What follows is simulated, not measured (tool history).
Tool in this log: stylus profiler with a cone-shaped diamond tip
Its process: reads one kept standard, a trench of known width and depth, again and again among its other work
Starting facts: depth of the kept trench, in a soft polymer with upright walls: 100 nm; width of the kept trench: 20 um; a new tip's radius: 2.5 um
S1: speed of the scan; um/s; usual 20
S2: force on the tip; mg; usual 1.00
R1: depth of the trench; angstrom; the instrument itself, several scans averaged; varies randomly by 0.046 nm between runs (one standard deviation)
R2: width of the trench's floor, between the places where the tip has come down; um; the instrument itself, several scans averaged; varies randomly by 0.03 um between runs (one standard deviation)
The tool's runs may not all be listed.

run,hour,S1,S2,R1,R2
1,0.0,20,1.00,999.5,17.39
2,12.6,20,0.75,999.7,17.39
3,31.6,20,0.65,1000.3,17.31
4,46.6,20,0.65,998.7,17.33
5,59.7,20,1.13,1000.2,17.41
6,83.5,20,2.40,1001.3,17.40
7,97.3,20,1.17,1000.3,17.36
8,110.5,20,2.39,1001.8,17.35
# hour 127.1: new tip fitted, height scale calibrated
9,131.2,20,2.39,1005.4,18.51
10,153.7,20,1.00,1003.2,18.41
11,165.3,20,1.00,1003.9,18.45
12,189.3,20,1.00,1002.9,18.46
13,210.0,20,1.00,1003.8,18.40
14,230.7,18,1.00,1003.2,18.45
15,251.1,20,1.06,1003.6,18.39
16,268.3,20,1.06,1003.6,18.33
17,289.7,20,2.90,1006.5,18.37
18,301.5,20,2.90,1006.5,18.41
19,319.7,20,2.90,1007.1,18.39
20,331.0,20,1.00,1002.9,18.30
21,344.1,20,1.00,1002.9,18.33
22,360.9,20,1.00,1003.2,18.36
23,380.1,41,0.79,1003.6,18.11
24,403.8,41,0.79,1003.0,18.15
25,417.6,12,1.83,1005.0,18.33
26,431.3,45,1.42,1003.6,18.11
27,449.4,58,1.64,1004.7,18.04
28,471.9,58,1.64,1005.2,18.04
29,492.5,14,1.63,1004.0,18.30
30,504.9,16,0.65,1002.5,18.19
31,526.1,9,1.10,1003.0,18.23
32,540.1,9,1.10,1003.7,18.28
33,553.3,9,1.10,1003.0,18.26
34,567.3,16,1.22,1003.3,18.18
35,586.5,29,1.00,1002.6,18.12
36,605.6,32,1.00,1002.9,18.09
37,621.5,14,0.34,1000.9,18.06
38,635.8,14,0.34,1001.0,18.05
39,653.7,5,2.90,1005.6,18.25
40,677.4,80,1.00,1002.1,17.71
41,691.1,31,1.00,1002.0,17.97
42,712.4,8,0.50,1001.1,18.07
43,724.2,8,0.50,1001.6,18.07

Consider 5 possible next runs. They are alternatives, not a sequence: every one starts from the tool as it was left by run 43. What does each give?
A,735.1,61,1.07,?,?
B,735.1,7,1.28,?,?
C,735.1,31,0.42,?,?
D,735.1,5,2.31,?,?
E,735.1,20,0.51,?,?

run,R1,R2
A,1003.2,17.76
B,1003.6,18.19
C,1000.8,17.92
D,1004.7,18.18
E,1001.9,18.02
The same runs, with their run-to-run variation unchanged, on a tool lacking any hidden condition would have given:
run,R1,R2
A,1003.9,18.17
B,1004.3,18.60
C,1001.5,18.33
D,1005.4,18.59
E,1002.6,18.43
